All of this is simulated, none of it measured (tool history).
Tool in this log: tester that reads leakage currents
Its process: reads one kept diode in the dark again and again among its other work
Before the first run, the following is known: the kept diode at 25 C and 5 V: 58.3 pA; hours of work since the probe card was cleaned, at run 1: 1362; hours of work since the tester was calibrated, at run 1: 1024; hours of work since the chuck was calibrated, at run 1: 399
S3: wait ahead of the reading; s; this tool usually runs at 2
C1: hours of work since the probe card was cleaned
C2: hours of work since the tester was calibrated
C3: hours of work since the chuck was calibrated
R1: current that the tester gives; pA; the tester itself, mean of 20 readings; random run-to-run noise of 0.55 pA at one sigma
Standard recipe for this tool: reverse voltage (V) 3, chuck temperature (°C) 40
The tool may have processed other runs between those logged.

Run 1, hour 0: usual settings; C1 1362; C2 1024; C3 399. Result: R1 177.69 pA.
Run 2, hour 51.2: usual settings; C1 1386; C2 1048; C3 423. Result: R1 178.31 pA.
Run 3, hour 108.6: usual settings; C1 1413; C2 1075; C3 450. Result: R1 176.79 pA.
Run 4, hour 183: usual settings; C1 1448; C2 1110; C3 485. Result: R1 176.14 pA.
At hour 224: chuck's temperature calibrated.
Run 5, hour 273.9: usual settings; C1 1490; C2 1152; C3 23. Result: R1 170.97 pA.
Run 6, hour 365.2: usual settings but S3 4.73 s; C1 1533; C2 1194; C3 66. Result: R1 168.38 pA.
Run 7, hour 456.5: usual settings but S3 0.3 s; C1 1576; C2 1237; C3 109. Result: R1 172.88 pA.
Run 8, hour 509: usual settings but S3 0.67 s; C1 1600; C2 1262; C3 134. Result: R1 168.16 pA.
Run 9, hour 575: usual settings but S3 0.67 s; C1 1631; C2 1293; C3 165. Result: R1 168.06 pA.
Run 10, hour 639.5: usual settings but chuck temperature (°C) 36; C1 1662; C2 1323; C3 195. Result: R1 119.42 pA.
At hour 653.1: chuck's temperature calibrated, once more.
Run 11, hour 710: usual settings but chuck temperature (°C) 36; C1 1694; C2 1356; C3 27. Result: R1 132.47 pA.
Run 12, hour 801: usual settings but chuck temperature (°C) 36; C1 1737; C2 1399; C3 70. Result: R1 131.27 pA.
Run 13, hour 863.4: usual settings but reverse voltage (V) 14.34, chuck temperature (°C) 36; C1 1766; C2 1428; C3 99. Result: R1 240.76 pA.
Run 14, hour 911.4: usual settings but reverse voltage (V) 14.34, chuck temperature (°C) 36; C1 1789; C2 1450; C3 121. Result: R1 238.92 pA.
Run 15, hour 991: usual settings but reverse voltage (V) 14.34, chuck temperature (°C) 36; C1 1826; C2 1488; C3 159. Result: R1 238.06 pA.
Run 16, hour 1091.2: usual settings but reverse voltage (V) 14.34, chuck temperature (°C) 25; C1 1873; C2 1535; C3 206. Result: R1 101.66 pA.
At hour 1113.5: probe card cleaned and baked.
Run 17, hour 1195.3: usual settings but S3 1.35 s; C1 38; C2 1583; C3 254. Result: R1 175.47 pA.
Run 18, hour 1268.6: usual settings but S3 1.35 s; C1 73; C2 1617; C3 288. Result: R1 175.14 pA.
Run 19, hour 1352.3: usual settings but reverse voltage (V) 13.87; C1 112; C2 1656; C3 327. Result: R1 299.09 pA.
Run 20, hour 1422.8: usual settings but reverse voltage (V) 3.22, chuck temperature (°C) 25, S3 1.09 s; C1 146; C2 1690; C3 361. Result: R1 48.33 pA.
Run 21, hour 1527.4: usual settings but reverse voltage (V) 3.22, chuck temperature (°C) 25, S3 1.09 s; C1 195; C2 1739; C3 410. Result: R1 48 pA.
Run 22, hour 1615.2: usual settings but S3 8.17 s; C1 236; C2 1780; C3 451. Result: R1 170.06 pA.
Run 23, hour 1708.6: usual settings but S3 8.17 s; C1 280; C2 1824; C3 495. Result: R1 168.77 pA.
At hour 1730.7: chuck's temperature calibrated.
Run 24, hour 1792.4: usual settings but S3 8.17 s; C1 318; C2 1862; C3 29. Result: R1 181.33 pA.
Run 25, hour 1836.2: usual settings but chuck temperature (°C) 42; C1 339; C2 1883; C3 50. Result: R1 215.08 pA.
Run 26, hour 1923.7: usual settings but reverse voltage (V) 2.62, chuck temperature (°C) 22, S3 8.01 s; C1 380; C2 1924; C3 91. Result: R1 35.43 pA.
Run 27, hour 1969.1: usual settings but reverse voltage (V) 2.62, chuck temperature (°C) 22, S3 8.01 s; C1 402; C2 1946; C3 112. Result: R1 35.19 pA.
Run 28, hour 2039: usual settings but reverse voltage (V) 8.98, chuck temperature (°C) 27; C1 434; C2 1979; C3 145. Result: R1 88.05 pA.
Run 29, hour 2085.5: usual settings but reverse voltage (V) 2.44; C1 456; C2 2000; C3 167. Result: R1 167.03 pA.
Run 30, hour 2154.2: usual settings but reverse voltage (V) 2.44; C1 489; C2 2033; C3 199. Result: R1 165.23 pA.
Run 31, hour 2235.8: usual settings but S3 2.78 s; C1 527; C2 2071; C3 238. Result: R1 176.64 pA.
Run 32, hour 2335: usual settings but reverse voltage (V) 10.71, chuck temperature (°C) 46, S3 0.35 s; C1 574; C2 2118; C3 284. Result: R1 465.68 pA.
Run 33, hour 2416.9: usual settings but reverse voltage (V) 13.06, chuck temperature (°C) 53, S3 0.78 s; C1 612; C2 2156; C3 323. Result: R1 842.04 pA.
Run 34, hour 2477.6: usual settings but reverse voltage (V) 13.06, chuck temperature (°C) 53, S3 0.78 s; C1 641; C2 2185; C3 351. Result: R1 840.64 pA.
Run 35, hour 2570.7: usual settings but reverse voltage (V) 9.01, chuck temperature (°C) 47, S3 2.56 s; C1 685; C2 2229; C3 395. Result: R1 456.45 pA.
Run 36, hour 2648.6: usual settings but reverse voltage (V) 9.01, chuck temperature (°C) 47, S3 2.56 s; C1 721; C2 2265; C3 432. Result: R1 452.7 pA.
Run 37, hour 2739.7: usual settings but reverse voltage (V) 4.28, chuck temperature (°C) 41, S3 7.72 s; C1 764; C2 2308; C3 475. Result: R1 211.46 pA.

Each run again, without the hidden state but with its own random variation kept:
The hidden state here: stray current of the dirty probe card, pA a volt; current scale over the true one, %; true chuck temperature over the reading, C; drift of the gauge itself on leakage_pa, %.
run      R1
  1   182.7
  2  183.96
  3  182.94
  4  183.15
  5  183.64
  6  181.99
  7  187.59
  8  183.24
  9  183.96
 10  130.66
 11  130.55
 12   130.1
 13   229.4
 14  228.07
 15  228.11
 16      88
 17  183.08
 18  183.65
 19  314.57
 20   51.19
 21   51.11
 22  182.33
 23  182.04
 24  181.81
 25   216.3
 26   35.37
 27   35.23
 28   87.76
 29  170.67
 30  169.71
 31  182.22
 32  481.54
 33   877.1
 34  878.99
 35     480
 36  478.26
 37  225.25
